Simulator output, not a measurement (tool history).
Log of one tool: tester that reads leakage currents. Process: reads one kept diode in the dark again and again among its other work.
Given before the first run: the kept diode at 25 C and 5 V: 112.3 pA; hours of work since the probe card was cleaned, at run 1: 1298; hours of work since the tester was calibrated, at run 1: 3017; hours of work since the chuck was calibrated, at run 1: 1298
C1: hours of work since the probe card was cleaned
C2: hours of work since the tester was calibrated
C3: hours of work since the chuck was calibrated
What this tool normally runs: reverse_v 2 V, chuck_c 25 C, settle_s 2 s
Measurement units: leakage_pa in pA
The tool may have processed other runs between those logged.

Run 1, hour 0: usual settings; C1 1298; C2 3017; C3 1298. Result: leakage_pa 82.7 pA.
Run 2, hour 127.1: usual settings; C1 1384; C2 3103; C3 1384. Result: leakage_pa 82.87 pA.
Run 3, hour 208.7: usual settings; C1 1440; C2 3159; C3 1440. Result: leakage_pa 83.36 pA.
Run 4, hour 287.3: usual settings; C1 1493; C2 3212; C3 1493. Result: leakage_pa 83.71 pA.
At hour 364.5: chuck's temperature calibrated.
Run 5, hour 386.4: usual settings; C1 1559; C2 3278; C3 15. Result: leakage_pa 77.08 pA.
Run 6, hour 528.2: usual settings but chuck_c 21 C; C1 1655; C2 3374; C3 111. Result: leakage_pa 57.63 pA.
Run 7, hour 694.9: usual settings but chuck_c 21 C; C1 1768; C2 3488; C3 224. Result: leakage_pa 58.37 pA.
Run 8, hour 802: usual settings but settle_s 0.68 s; C1 1841; C2 3560; C3 297. Result: leakage_pa 79 pA.
Run 9, hour 886.2: usual settings but settle_s 0.68 s; C1 1898; C2 3617; C3 354. Result: leakage_pa 79.17 pA.
Run 10, hour 997.6: usual settings but settle_s 0.68 s; C1 1974; C2 3693; C3 430. Result: leakage_pa 80 pA.
Run 11, hour 1152.6: usual settings but settle_s 0.68 s; C1 2079; C2 3798; C3 535. Result: leakage_pa 80.28 pA.
Run 12, hour 1224.6: usual settings but settle_s 0.68 s; C1 2128; C2 3847; C3 584. Result: leakage_pa 80.61 pA.
Run 13, hour 1365.3: usual settings but settle_s 0.68 s; C1 2223; C2 3943; C3 679. Result: leakage_pa 81.14 pA.
Run 14, hour 1474.4: usual settings but settle_s 0.68 s; C1 2297; C2 4017; C3 753. Result: leakage_pa 81.76 pA.
Run 15, hour 1590.8: usual settings but settle_s 0.5 s; C1 2376; C2 4096; C3 832. Result: leakage_pa 82.21 pA.
At hour 1603.5: tester calibrated.
Run 16, hour 1715.8: usual settings but chuck_c 46 C; C1 2460; C2 76; C3 916. Result: leakage_pa 346.94 pA.
Run 17, hour 1862.7: usual settings; C1 2560; C2 176; C3 1016. Result: leakage_pa 82.42 pA.
Run 18, hour 1990.4: usual settings but reverse_v 2.94 V; C1 2646; C2 263; C3 1102. Result: leakage_pa 98.76 pA.
Run 19, hour 2086: usual settings; C1 2711; C2 328; C3 1167. Result: leakage_pa 83.33 pA.
Run 20, hour 2174.1: usual settings but reverse_v 2.97 V, chuck_c 53 C, settle_s 5.34 s; C1 2771; C2 387; C3 1227. Result: leakage_pa 651.18 pA.
At hour 2271.2: tester calibrated, once more.
Run 21, hour 2271.2: usual settings but reverse_v 6.02 V, chuck_c 33 C, settle_s 5.64 s; C1 2836; C2 0; C3 1292. Result: leakage_pa 244.62 pA.
Run 22, hour 2343.9: usual settings but reverse_v 6.64 V, chuck_c 28 C, settle_s 4.39 s; C1 2885; C2 49; C3 1341. Result: leakage_pa 180.62 pA.
Run 23, hour 2482: usual settings but reverse_v 6.64 V, chuck_c 28 C, settle_s 4.39 s; C1 2979; C2 143; C3 1435. Result: leakage_pa 182.74 pA.
At hour 2607.4: probe card cleaned and baked.
Run 24, hour 2640.3: usual settings but reverse_v 3.6 V, chuck_c 47 C, settle_s 2.95 s; C1 22; C2 248; C3 1540. Result: leakage_pa 495.34 pA.
At hour 2656.8: chuck's temperature calibrated.
Run 25, hour 2813.5: usual settings but reverse_v 1.08 V, chuck_c 50 C, settle_s 1.52 s; C1 139; C2 365; C3 106. Result: leakage_pa 335.24 pA.
Run 26, hour 2907.8: usual settings but reverse_v 1.08 V, chuck_c 47 C, settle_s 1.52 s; C1 203; C2 429; C3 170. Result: leakage_pa 276.51 pA.
Run 27, hour 3021.2: usual settings but reverse_v 1.22 V, chuck_c 20 C, settle_s 9.83 s; C1 280; C2 506; C3 247. Result: leakage_pa 43.47 pA.
Run 28, hour 3109: usual settings but chuck_c 23 C; C1 339; C2 565; C3 307. Result: leakage_pa 68.47 pA.
Run 29, hour 3196.4: usual settings but settle_s 6.19 s; C1 398; C2 625; C3 366. Result: leakage_pa 79.23 pA.

Forecast run 30:
Run 30, hour 3333.2: usual settings but settle_s 6.19 s; C1 491; C2 718; C3 459. Result: leakage_pa ?.

{"run 30": {"leakage_pa": 79.83}}
Minus the tool's unlogged condition, the same run would have read leakage_pa 76.12 pA.
